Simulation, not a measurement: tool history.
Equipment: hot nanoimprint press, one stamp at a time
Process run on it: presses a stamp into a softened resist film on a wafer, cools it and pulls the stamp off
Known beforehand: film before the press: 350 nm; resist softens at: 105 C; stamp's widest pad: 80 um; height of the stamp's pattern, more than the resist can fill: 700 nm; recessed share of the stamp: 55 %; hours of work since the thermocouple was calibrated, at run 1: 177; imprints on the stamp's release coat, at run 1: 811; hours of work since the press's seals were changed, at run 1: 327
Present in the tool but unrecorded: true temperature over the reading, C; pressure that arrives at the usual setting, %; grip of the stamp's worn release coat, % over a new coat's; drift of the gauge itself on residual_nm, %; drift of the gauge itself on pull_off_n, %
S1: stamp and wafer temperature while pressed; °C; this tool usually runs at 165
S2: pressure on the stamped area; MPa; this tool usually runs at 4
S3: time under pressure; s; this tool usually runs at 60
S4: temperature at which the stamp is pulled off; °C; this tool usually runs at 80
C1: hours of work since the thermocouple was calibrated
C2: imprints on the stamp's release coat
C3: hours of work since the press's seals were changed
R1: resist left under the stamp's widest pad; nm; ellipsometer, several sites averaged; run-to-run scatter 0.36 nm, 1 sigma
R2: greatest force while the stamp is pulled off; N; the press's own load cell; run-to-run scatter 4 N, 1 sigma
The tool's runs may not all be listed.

| run | hour | S1 | S2 | S3 | S4 | C1 | C2 | C3 | R1 | R2 |
|---|---|---|---|---|---|---|---|---|---|---|
| 1 | 0 | 165 | 4 | 60 | 80 | 177 | 811 | 327 | 167 | 218 |
| 2 | 56.1 | 165 | 4 | 60 | 80 | 211 | 1049 | 362 | 167.4 | 223 |
| 3 | 89.5 | 165 | 4 | 89 | 80 | 232 | 1190 | 382 | 144.9 | 230 |
| 4 | 123.4 | 165 | 4 | 89 | 80 | 252 | 1334 | 403 | 144.5 | 235 |
| 5 | 168.2 | 165 | 4 | 60 | 80 | 280 | 1524 | 430 | 166.5 | 249 |
|  | 214.5 | stamp cleaned and given a new release coat |
| 6 | 239.2 | 165 | 4 | 60 | 80 | 319 | 104 | 469 | 165.7 | 196 |
| 7 | 288 | 164 | 4 | 60 | 80 | 349 | 311 | 499 | 172.6 | 191 |
| 8 | 328.7 | 164 | 4 | 60 | 80 | 374 | 483 | 524 | 172.1 | 200 |
|  | 366.8 | plate thermocouple calibrated |
| 9 | 377.2 | 164 | 4 | 64 | 80 | 6 | 676 | 552 | 171.8 | 217 |
| 10 | 438.5 | 165 | 4 | 60 | 75 | 44 | 936 | 589 | 169.2 | 242 |
|  | 463.3 | press's hydraulic seals changed and the load cell set to zero |
| 11 | 490.1 | 165 | 4 | 60 | 75 | 70 | 1121 | 16 | 164.5 | 249 |
| 12 | 536 | 165 | 4 | 60 | 75 | 98 | 1315 | 44 | 164 | 253 |
| 13 | 566.9 | 165 | 4 | 60 | 80 | 117 | 1446 | 63 | 163.6 | 244 |
| 14 | 617.6 | 165 | 4 | 60 | 70 | 148 | 1661 | 94 | 164 | 290 |
|  | 633.1 | stamp cleaned and given a new release coat |
| 15 | 686.2 | 165 | 4 | 60 | 70 | 186 | 225 | 132 | 163.5 | 235 |
| 16 | 734.5 | 165 | 4 | 100 | 69 | 215 | 430 | 161 | 136.2 | 241 |
| 17 | 779.8 | 165 | 4 | 100 | 69 | 243 | 622 | 189 | 135.7 | 253 |
| 18 | 845 | 165 | 4 | 100 | 69 | 283 | 898 | 229 | 135 | 261 |
| 19 | 906.6 | 165 | 4 | 31 | 77 | 320 | 1159 | 266 | 202.2 | 245 |
| 20 | 948.8 | 165 | 4 | 60 | 79 | 346 | 1338 | 292 | 162.6 | 244 |
| 21 | 995.6 | 165 | 4 | 40 | 80 | 374 | 1536 | 320 | 186.3 | 248 |
|  | 1035.4 | plate thermocouple calibrated |
|  | 1041.4 | stamp cleaned and given a new release coat |
| 22 | 1047.1 | 174 | 4.93 | 61 | 71 | 3 | 24 | 346 | 105.7 | 218 |
| 23 | 1088.2 | 174 | 4.93 | 61 | 71 | 29 | 199 | 371 | 105.9 | 239 |
| 24 | 1141.4 | 174 | 4.93 | 61 | 67 | 61 | 424 | 404 | 106.3 | 250 |
| 25 | 1197.3 | 167 | 4 | 60 | 87 | 95 | 661 | 438 | 154.7 | 191 |
| 26 | 1266 | 171 | 4 | 49 | 73 | 137 | 952 | 480 | 143.2 | 256 |
| 27 | 1295.7 | 171 | 4 | 49 | 75 | 155 | 1078 | 498 | 142.5 | 247 |
| 28 | 1354.4 | 169 | 4.43 | 70 | 80 | 191 | 1327 | 533 | 128.4 | 239 |
| 29 | 1412.8 | 163 | 4 | 60 | 80 | 226 | 1574 | 569 | 179.6 | 247 |
|  | 1450 | stamp cleaned and given a new release coat |
| 30 | 1465.2 | 155 | 4.07 | 52 | 87 | 254 | 65 | 597 | 248.5 | 168 |

Measured less the same run without the tool's hidden state. The same run-to-run variation is in both; the gauge's scatter may not be:
| run | R1 | R2 |
|---|---|---|
| 1 | +0.4 | +27 |
| 2 | +0.2 | +35 |
| 3 | +0 | +40 |
| 4 | -0.1 | +45 |
| 5 | -0.3 | +53 |
| 6 | -0.6 | +1 |
| 7 | -0.9 | +8 |
| 8 | -1 | +13 |
| 9 | +2.5 | +23 |
| 10 | +2.2 | +34 |
| 11 | -2.5 | +41 |
| 12 | -2.6 | +48 |
| 13 | -2.8 | +50 |
| 14 | -3 | +67 |
| 15 | -3.3 | +7 |
| 16 | -3.1 | +16 |
| 17 | -3.3 | +23 |
| 18 | -3.5 | +34 |
| 19 | -4.5 | +40 |
| 20 | -4.5 | +45 |
| 21 | -5 | +52 |
| 22 | +1.5 | +0 |
| 23 | +1.5 | +8 |
| 24 | +1.3 | +17 |
| 25 | +0.7 | +19 |
| 26 | +0.6 | +37 |
| 27 | +0.5 | +39 |
| 28 | +0.6 | +45 |
| 29 | -0.4 | +53 |
| 30 | -1.3 | -1 |
